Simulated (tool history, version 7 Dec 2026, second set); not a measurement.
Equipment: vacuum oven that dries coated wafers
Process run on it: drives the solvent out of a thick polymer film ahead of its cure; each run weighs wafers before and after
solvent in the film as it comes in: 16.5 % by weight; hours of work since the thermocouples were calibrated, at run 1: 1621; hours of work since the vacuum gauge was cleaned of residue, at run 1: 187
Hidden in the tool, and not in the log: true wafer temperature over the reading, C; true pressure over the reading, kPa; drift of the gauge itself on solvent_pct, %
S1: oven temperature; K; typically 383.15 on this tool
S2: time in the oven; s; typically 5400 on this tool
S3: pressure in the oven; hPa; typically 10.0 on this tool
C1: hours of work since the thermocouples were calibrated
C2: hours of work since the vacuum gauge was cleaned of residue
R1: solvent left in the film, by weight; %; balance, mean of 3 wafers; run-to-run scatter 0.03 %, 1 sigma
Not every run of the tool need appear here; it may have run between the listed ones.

| run | hour | S1 | S2 | S3 | C1 | C2 | R1 |
|---|---|---|---|---|---|---|---|
| 1 | 0.0 | 383.15 | 5400 | 10.0 | 1621 | 187 | 4.17 |
| 2 | 9.6 | 383.15 | 5400 | 10.0 | 1626 | 192 | 4.12 |
| 3 | 19.6 | 383.15 | 5400 | 10.0 | 1631 | 197 | 4.11 |
| 4 | 35.5 | 383.15 | 3300 | 10.0 | 1639 | 205 | 6.43 |
| 5 | 46.2 | 383.15 | 3300 | 10.0 | 1644 | 210 | 6.49 |
|  | 49.2 | oven's thermocouples calibrated |
| 6 | 64.4 | 378.15 | 5400 | 10.0 | 8 | 218 | 5.98 |
| 7 | 73.1 | 383.15 | 4440 | 14.6 | 12 | 222 | 5.30 |
| 8 | 82.3 | 383.15 | 6300 | 10.0 | 17 | 227 | 3.57 |
| 9 | 99.4 | 383.15 | 6300 | 10.0 | 25 | 236 | 3.56 |
|  | 110.8 | oven's thermocouples calibrated, once more |
| 10 | 110.8 | 386.15 | 6300 | 10.0 | 0 | 240 | 2.20 |
| 11 | 125.6 | 375.15 | 3120 | 27.9 | 7 | 248 | 9.19 |
| 12 | 137.8 | 369.15 | 3120 | 27.9 | 13 | 254 | 10.73 |

3 options for the next run, each taken on its own from the tool as it stands now. Forecast them:
| A | 154.9 | 393.15 | 3780 | 27.9 | 22 | 262 | ? |
| B | 154.9 | 369.15 | 3120 | 11.4 | 22 | 262 | ? |
| C | 154.9 | 392.15 | 3120 | 27.9 | 22 | 262 | ? |

| run | R1 |
|---|---|
| A | 2.79 |
| B | 10.34 |
| C | 3.86 |
With the hidden condition removed and each run's random variation left untouched, the same runs would have given:
| run | R1 |
|---|---|
| A | 2.73 |
| B | 10.29 |
| C | 3.79 |
